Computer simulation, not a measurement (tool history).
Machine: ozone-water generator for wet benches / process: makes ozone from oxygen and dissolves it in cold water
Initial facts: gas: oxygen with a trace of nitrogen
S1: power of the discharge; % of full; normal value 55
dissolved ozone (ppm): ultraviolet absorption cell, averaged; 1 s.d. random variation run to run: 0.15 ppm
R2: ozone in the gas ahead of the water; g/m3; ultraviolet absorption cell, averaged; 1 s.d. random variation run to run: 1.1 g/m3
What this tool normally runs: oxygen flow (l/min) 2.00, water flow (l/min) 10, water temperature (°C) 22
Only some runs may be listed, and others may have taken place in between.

run 1 hour=0.0 | S1=55 oxygen_flow_(l/min)=2.00 water_flow_(l/min)=10 water_temperature_(°C)=22 | dissolved_ozone_(ppm)=17.8 R2=188.2
run 2 hour=64.9 | S1=55 oxygen_flow_(l/min)=2.00 water_flow_(l/min)=10 water_temperature_(°C)=22 | dissolved_ozone_(ppm)=17.6 R2=186.9
-- hour=76.1 contactor cleaned
run 3 hour=121.0 | S1=55 oxygen_flow_(l/min)=2.00 water_flow_(l/min)=10 water_temperature_(°C)=22 | dissolved_ozone_(ppm)=17.3 R2=187.4
run 4 hour=207.7 | S1=55 oxygen_flow_(l/min)=2.00 water_flow_(l/min)=10 water_temperature_(°C)=22 | dissolved_ozone_(ppm)=17.3 R2=187.1
run 5 hour=293.5 | S1=55 oxygen_flow_(l/min)=2.00 water_flow_(l/min)=10 water_temperature_(°C)=22 | dissolved_ozone_(ppm)=17.3 R2=187.5
run 6 hour=391.5 | S1=55 oxygen_flow_(l/min)=1.15 water_flow_(l/min)=10 water_temperature_(°C)=22 | dissolved_ozone_(ppm)=17.1 R2=270.1
-- hour=408.5 contactor cleaned, once more
run 7 hour=468.0 | S1=55 oxygen_flow_(l/min)=1.15 water_flow_(l/min)=10 water_temperature_(°C)=22 | dissolved_ozone_(ppm)=18.9 R2=267.1

For run 8, what comes out?
run 8 hour=508.5 | S1=48 oxygen_flow_(l/min)=2.00 water_flow_(l/min)=10 water_temperature_(°C)=22 | dissolved_ozone_(ppm)=? R2=?

dissolved ozone (ppm): 16.9
R2: 172.8 g/m3
With the hidden condition absent and the run-to-run variation left alone, this run would have shown dissolved ozone (ppm) 17.2, R2 174.2 g/m3.
